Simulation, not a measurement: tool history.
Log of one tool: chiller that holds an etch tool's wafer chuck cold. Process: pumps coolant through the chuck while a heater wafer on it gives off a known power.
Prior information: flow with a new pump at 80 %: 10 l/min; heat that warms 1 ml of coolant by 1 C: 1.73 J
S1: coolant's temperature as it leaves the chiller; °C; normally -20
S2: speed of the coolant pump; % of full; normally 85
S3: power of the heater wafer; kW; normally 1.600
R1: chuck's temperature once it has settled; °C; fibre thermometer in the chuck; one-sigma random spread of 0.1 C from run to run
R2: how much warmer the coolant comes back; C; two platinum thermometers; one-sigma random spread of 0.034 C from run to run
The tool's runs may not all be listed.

Run 1, hour 0.0: usual settings. Result: R1 -7.6 °C, R2 5.17 C.
Run 2, hour 27.9: usual settings. Result: R1 -7.7 °C, R2 5.18 C.
Run 3, hour 42.6: usual settings. Result: R1 -7.6 °C, R2 5.11 C.
Run 4, hour 57.7: usual settings. Result: R1 -7.8 °C, R2 5.17 C.
Run 5, hour 78.8: usual settings. Result: R1 -7.7 °C, R2 5.07 C.
Run 6, hour 98.9: usual settings. Result: R1 -7.7 °C, R2 4.99 C.
Run 7, hour 119.5: usual settings but S3 1.857 kW. Result: R1 -5.8 °C, R2 5.79 C.
Run 8, hour 146.6: usual settings but S3 0.917 kW. Result: R1 -13.0 °C, R2 2.67 C.
Run 9, hour 165.6: usual settings but S1 -24 °C, S3 0.917 kW. Result: R1 -17.0 °C, R2 2.73 C.
Run 10, hour 187.0: usual settings but S1 -24 °C, S2 70 % of full, S3 0.917 kW. Result: R1 -16.0 °C, R2 3.39 C.
Run 11, hour 209.8: usual settings but S1 -24 °C, S2 70 % of full, S3 0.917 kW. Result: R1 -16.0 °C, R2 3.29 C.
Run 12, hour 222.6: usual settings. Result: R1 -7.7 °C, R2 4.80 C.
Run 13, hour 250.6: usual settings. Result: R1 -7.8 °C, R2 4.81 C.
Run 14, hour 271.4: usual settings. Result: R1 -7.9 °C, R2 4.72 C.
Run 15, hour 295.1: usual settings but S1 -16 °C. Result: R1 -3.7 °C, R2 4.72 C.
At hour 299.4: gauge calibrated.
Run 16, hour 310.1: usual settings but S1 -16 °C. Result: R1 -3.9 °C, R2 5.15 C.
Run 17, hour 337.7: usual settings but S1 -16 °C. Result: R1 -3.7 °C, R2 5.13 C.
At hour 342.5: chiller's thermometer calibrated.
Run 18, hour 358.7: usual settings but S1 -16 °C. Result: R1 -3.7 °C, R2 5.11 C.
Run 19, hour 385.3: usual settings but S1 -28 °C, S2 65 % of full, S3 2.140 kW. Result: R1 -8.2 °C, R2 9.16 C.
Run 20, hour 409.3: usual settings but S1 -17 °C, S2 62 % of full, S3 2.140 kW. Result: R1 3.3 °C, R2 9.64 C.
Run 21, hour 430.2: usual settings but S1 -17 °C, S2 62 % of full, S3 2.140 kW. Result: R1 3.4 °C, R2 9.61 C.
Run 22, hour 460.1: usual settings but S1 -17 °C, S2 62 % of full, S3 2.140 kW. Result: R1 3.4 °C, R2 9.57 C.
Run 23, hour 486.3: usual settings but S1 -23 °C, S2 73 % of full, S3 2.140 kW. Result: R1 -4.7 °C, R2 7.87 C.
Run 24, hour 502.5: usual settings but S1 -19 °C, S2 96 % of full. Result: R1 -7.8 °C, R2 4.25 C.
Run 25, hour 520.1: usual settings but S2 61 % of full, S3 1.108 kW. Result: R1 -9.2 °C, R2 4.84 C.

Run 26 has not been measured yet. What should we expect?
Run 26, hour 537.1: usual settings but S1 -15 °C, S3 1.264 kW. Result: R1 ?, R2 ?.

Run 26 yielded R1 -5.1 °C, R2 3.71 C.
Without the tool's hidden state the same run would have given R1 -5.1 °C, R2 4.10 C.
